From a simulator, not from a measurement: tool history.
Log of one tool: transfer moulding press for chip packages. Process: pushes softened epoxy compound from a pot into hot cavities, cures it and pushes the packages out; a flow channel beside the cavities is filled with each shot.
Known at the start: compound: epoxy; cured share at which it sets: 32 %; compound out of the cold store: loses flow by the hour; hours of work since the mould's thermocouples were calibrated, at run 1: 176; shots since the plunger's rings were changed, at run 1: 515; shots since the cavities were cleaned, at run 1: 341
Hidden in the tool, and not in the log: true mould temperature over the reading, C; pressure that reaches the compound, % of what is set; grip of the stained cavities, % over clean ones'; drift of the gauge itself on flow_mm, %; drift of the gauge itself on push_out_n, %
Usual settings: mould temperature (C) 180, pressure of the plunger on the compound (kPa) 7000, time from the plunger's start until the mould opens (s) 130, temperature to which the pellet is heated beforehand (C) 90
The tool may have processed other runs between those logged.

| run | day | mould temperature (C) | pressure of the plunger on the compound (kPa) | time from the plunger's start until the mould opens (s) | temperature to which the pellet is heated beforehand (C) | hours of work since the mould's thermocouples were calibrated | shots since the plunger's rings were changed | shots since the cavities were cleaned | incoming compound's hours out of the cold store | length that the compound runs in the flow channel (mm) | greatest force on the pins that push the packages out (N) |
|---|---|---|---|---|---|---|---|---|---|---|---|
| 1 | 0.000 | 180 | 7000 | 130 | 90 | 176 | 515 | 341 | 30.9 | 607 | 279 |
|  | 1.496 | cavities cleaned with cleaning compound and waxed |
| 2 | 1.700 | 176 | 7000 | 130 | 90 | 206 | 990 | 59 | 21.5 | 640 | 370 |
|  | 4.033 | cavities cleaned with cleaning compound and waxed |
| 3 | 4.354 | 176 | 7000 | 130 | 90 | 254 | 1743 | 94 | 37.4 | 597 | 347 |
| 4 | 6.325 | 180 | 6570 | 130 | 90 | 290 | 2315 | 666 | 35.4 | 577 | 280 |
|  | 6.583 | cavities cleaned with cleaning compound and waxed |
|  | 7.821 | plunger's sealing rings changed |
| 5 | 8.750 | 180 | 6570 | 130 | 90 | 332 | 270 | 598 | 35.7 | 563 | 296 |
|  | 9.279 | cavities cleaned with cleaning compound and waxed |
| 6 | 11.342 | 180 | 6570 | 130 | 90 | 378 | 1005 | 600 | 30.5 | 594 | 298 |
|  | 11.838 | cavities cleaned with cleaning compound and waxed |
| 7 | 13.938 | 180 | 6570 | 130 | 90 | 425 | 1739 | 608 | 39.5 | 564 | 289 |
|  | 14.471 | cavities cleaned with cleaning compound and waxed |
| 8 | 15.842 | 184 | 6570 | 130 | 90 | 459 | 2275 | 398 | 21.0 | 600 | 250 |
|  | 17.025 | cavities cleaned with cleaning compound and waxed |
| 9 | 17.183 | 184 | 7030 | 130 | 90 | 482 | 2645 | 46 | 18.5 | 628 | 244 |
|  | 17.592 | plunger's sealing rings changed |
|  | 17.917 | mould's thermocouples calibrated |
| 10 | 18.962 | 180 | 7000 | 130 | 90 | 19 | 374 | 509 | 46.6 | 549 | 274 |
|  | 19.708 | cavities cleaned with cleaning compound and waxed |
| 11 | 20.638 | 180 | 7000 | 130 | 90 | 49 | 842 | 270 | 42.2 | 580 | 281 |
|  | 22.275 | cavities cleaned with cleaning compound and waxed |
| 12 | 22.379 | 180 | 7000 | 130 | 90 | 80 | 1329 | 31 | 12.9 | 647 | 292 |
|  | 24.767 | cavities cleaned with cleaning compound and waxed |
| 13 | 24.767 | 180 | 7000 | 130 | 90 | 123 | 2004 | 0 | 19.6 | 635 | 283 |
| 14 | 27.062 | 180 | 7000 | 130 | 90 | 165 | 2670 | 666 | 35.2 | 588 | 287 |
|  | 27.308 | plunger's sealing rings changed |
|  | 27.371 | cavities cleaned with cleaning compound and waxed |
| 15 | 29.021 | 180 | 7000 | 130 | 90 | 198 | 478 | 478 | 15.6 | 648 | 301 |
|  | 29.925 | cavities cleaned with cleaning compound and waxed |
| 16 | 30.212 | 180 | 7000 | 130 | 90 | 219 | 806 | 84 | 24.6 | 621 | 289 |
|  | 32.588 | cavities cleaned with cleaning compound and waxed |
| 17 | 32.875 | 180 | 7000 | 130 | 90 | 266 | 1560 | 82 | 29.7 | 598 | 285 |
| 18 | 34.438 | 180 | 7090 | 167 | 90 | 295 | 2014 | 536 | 22.4 | 640 | 232 |
|  | 35.150 | cavities cleaned with cleaning compound and waxed |
| 19 | 36.188 | 180 | 7090 | 129 | 91 | 326 | 2504 | 301 | 10.8 | 675 | 303 |
|  | 37.050 | plunger's sealing rings changed |
| 20 | 37.550 | 180 | 7000 | 141 | 90 | 349 | 145 | 666 | 45.6 | 560 | 251 |
|  | 37.854 | cavities cleaned with cleaning compound and waxed |
| 21 | 40.133 | 180 | 7000 | 141 | 90 | 396 | 877 | 662 | 28.6 | 603 | 255 |
|  | 40.429 | cavities cleaned with cleaning compound and waxed |
| 22 | 41.829 | 180 | 7000 | 141 | 90 | 426 | 1351 | 406 | 36.2 | 586 | 256 |
|  | 42.979 | cavities cleaned with cleaning compound and waxed |
| 23 | 43.779 | 180 | 7000 | 141 | 90 | 460 | 1898 | 231 | 45.6 | 559 | 251 |
| 24 | 45.283 | 181 | 6800 | 141 | 90 | 488 | 2336 | 669 | 18.8 | 638 | 259 |
|  | 45.600 | mould's thermocouples calibrated |
|  | 45.662 | cavities cleaned with cleaning compound and waxed |
|  | 46.983 | plunger's sealing rings changed |
| 25 | 47.283 | 180 | 5530 | 162 | 90 | 28 | 87 | 440 | 21.5 | 562 | 233 |
|  | 48.321 | cavities cleaned with cleaning compound and waxed |
| 26 | 49.046 | 180 | 7000 | 149 | 92 | 59 | 581 | 210 | 11.5 | 666 | 249 |
|  | 50.879 | cavities cleaned with cleaning compound and waxed |
| 27 | 51.117 | 177 | 7000 | 120 | 90 | 96 | 1164 | 69 | 13.6 | 667 | 420 |

3 ways to go on from here, each from the tool as it stands after run 27. What would each give?
|  | 53.454 | cavities cleaned with cleaning compound and waxed |
| A | 53.667 | 182 | 7000 | 154 | 90 | 142 | 1885 | 60 | 17.1 | ? | ? |
|  | 53.454 | cavities cleaned with cleaning compound and waxed |
| B | 53.667 | 180 | 7000 | 130 | 82 | 142 | 1885 | 60 | 8.2 | ? | ? |
|  | 53.454 | cavities cleaned with cleaning compound and waxed |
| C | 53.667 | 175 | 6120 | 142 | 90 | 142 | 1885 | 60 | 19.9 | ? | ? |

| run | length that the compound runs in the flow channel (mm) | greatest force on the pins that push the packages out (N) |
|---|---|---|
| A | 638 | 228 |
| B | 670 | 296 |
| C | 608 | 334 |
With no hidden state in the tool, these same runs would have given:
| run | length that the compound runs in the flow channel (mm) | greatest force on the pins that push the packages out (N) |
|---|---|---|
| A | 639 | 227 |
| B | 671 | 296 |
| C | 609 | 333 |

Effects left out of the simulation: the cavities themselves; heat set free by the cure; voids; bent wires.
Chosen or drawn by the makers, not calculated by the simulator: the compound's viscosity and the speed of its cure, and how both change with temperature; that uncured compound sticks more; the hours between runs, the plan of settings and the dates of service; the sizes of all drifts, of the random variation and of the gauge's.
